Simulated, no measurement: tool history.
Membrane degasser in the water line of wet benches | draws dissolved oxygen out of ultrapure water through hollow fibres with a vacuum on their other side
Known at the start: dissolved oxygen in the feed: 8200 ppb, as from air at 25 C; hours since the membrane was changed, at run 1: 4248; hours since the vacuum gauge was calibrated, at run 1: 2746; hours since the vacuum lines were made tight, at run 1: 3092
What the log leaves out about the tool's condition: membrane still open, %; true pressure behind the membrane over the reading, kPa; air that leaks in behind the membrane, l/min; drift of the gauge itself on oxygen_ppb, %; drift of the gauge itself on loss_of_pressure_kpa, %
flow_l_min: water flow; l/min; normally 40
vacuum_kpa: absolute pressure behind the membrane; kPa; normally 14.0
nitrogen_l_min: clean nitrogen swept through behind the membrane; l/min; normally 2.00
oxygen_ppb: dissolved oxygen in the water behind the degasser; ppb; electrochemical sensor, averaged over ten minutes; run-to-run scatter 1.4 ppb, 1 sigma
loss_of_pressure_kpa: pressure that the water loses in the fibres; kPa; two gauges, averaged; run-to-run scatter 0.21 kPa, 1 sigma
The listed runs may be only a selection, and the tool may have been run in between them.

| run | day | flow_l_min | vacuum_kpa | nitrogen_l_min | hours since the membrane was changed | hours since the vacuum gauge was calibrated | hours since the vacuum lines were made tight | oxygen_ppb | loss_of_pressure_kpa |
|---|---|---|---|---|---|---|---|---|---|
| 1 | 0.000 | 40 | 14.0 | 2.00 | 4248 | 2746 | 3092 | 469.7 | 47.73 |
| 2 | 8.571 | 40 | 14.0 | 2.00 | 4454 | 2951 | 3298 | 473.4 | 47.41 |
| 3 | 23.221 | 40 | 17.8 | 2.00 | 4806 | 3303 | 3650 | 620.9 | 47.95 |
| 4 | 37.783 | 40 | 14.0 | 2.00 | 5155 | 3652 | 3999 | 469.4 | 47.88 |
| 5 | 50.112 | 40 | 14.0 | 2.00 | 5451 | 3948 | 4295 | 469.0 | 47.78 |
| 6 | 64.083 | 40 | 14.0 | 2.00 | 5786 | 4284 | 4630 | 473.2 | 47.92 |
| 7 | 75.904 | 40 | 18.5 | 2.00 | 6070 | 4567 | 4914 | 652.6 | 48.11 |
|  | 77.788 | seals of the vacuum lines changed |
| 8 | 85.246 | 40 | 14.0 | 2.00 | 6292 | 4789 | 179 | 471.1 | 48.35 |
| 9 | 95.925 | 40 | 14.0 | 1.15 | 6549 | 5046 | 435 | 734.3 | 48.19 |
|  | 101.842 | vacuum gauge calibrated |
| 10 | 109.271 | 40 | 14.0 | 1.15 | 6868 | 178 | 755 | 734.5 | 48.24 |
| 11 | 115.733 | 40 | 14.0 | 1.15 | 7024 | 333 | 910 | 736.6 | 48.54 |
| 12 | 128.150 | 40 | 14.0 | 1.15 | 7322 | 631 | 1208 | 735.2 | 48.47 |
| 13 | 139.188 | 40 | 14.0 | 1.15 | 7586 | 896 | 1473 | 734.3 | 48.36 |
| 14 | 146.762 | 40 | 14.0 | 1.15 | 7768 | 1078 | 1655 | 737.7 | 48.65 |
| 15 | 161.029 | 40 | 14.0 | 1.21 | 8111 | 1421 | 1997 | 707.7 | 48.39 |
| 16 | 169.354 | 40 | 14.0 | 1.21 | 8310 | 1620 | 2197 | 704.7 | 48.94 |
| 17 | 176.158 | 40 | 14.0 | 1.21 | 8474 | 1784 | 2360 | 711.5 | 48.74 |
|  | 185.000 | vacuum gauge calibrated, once more |
| 18 | 188.642 | 40 | 14.0 | 3.49 | 8773 | 87 | 2659 | 288.0 | 48.58 |
| 19 | 197.925 | 40 | 14.0 | 3.49 | 8996 | 310 | 2882 | 288.0 | 48.71 |
| 20 | 208.500 | 40 | 14.0 | 3.49 | 9249 | 564 | 3136 | 288.3 | 48.96 |
| 21 | 215.183 | 40 | 14.0 | 3.49 | 9410 | 724 | 3296 | 288.8 | 48.90 |
| 22 | 226.204 | 45 | 14.0 | 4.32 | 9674 | 989 | 3561 | 267.6 | 54.83 |
| 23 | 233.004 | 35 | 15.5 | 1.15 | 9838 | 1152 | 3724 | 731.6 | 43.13 |
| 24 | 243.971 | 35 | 15.5 | 1.15 | 10101 | 1415 | 3987 | 738.2 | 42.88 |
| 25 | 253.250 | 63 | 34.3 | 2.00 | 10324 | 1638 | 4210 | 1702.2 | 77.66 |
| 26 | 265.204 | 50 | 26.3 | 1.23 | 10610 | 1925 | 4497 | 1580.4 | 61.87 |
| 27 | 272.121 | 40 | 9.8 | 5.74 | 10776 | 2091 | 4663 | 117.3 | 49.67 |
| 28 | 279.575 | 40 | 9.8 | 5.74 | 10955 | 2270 | 4842 | 117.3 | 49.28 |
|  | 285.492 | seals of the vacuum lines changed |
| 29 | 289.304 | 40 | 34.9 | 3.59 | 11187 | 2501 | 92 | 764.1 | 49.39 |

What will run 30 give?
| 30 | 304.054 | 40 | 16.3 | 2.00 | 11541 | 2855 | 446 | ? | ? |

{"run 30": {"oxygen_ppb": 556.0, "loss_of_pressure_kpa": 49.51}}
On a tool with no hidden condition, and with the same random variation, this run would have come out at oxygen_ppb 551.3 ppb, loss_of_pressure_kpa 46.87 kPa.
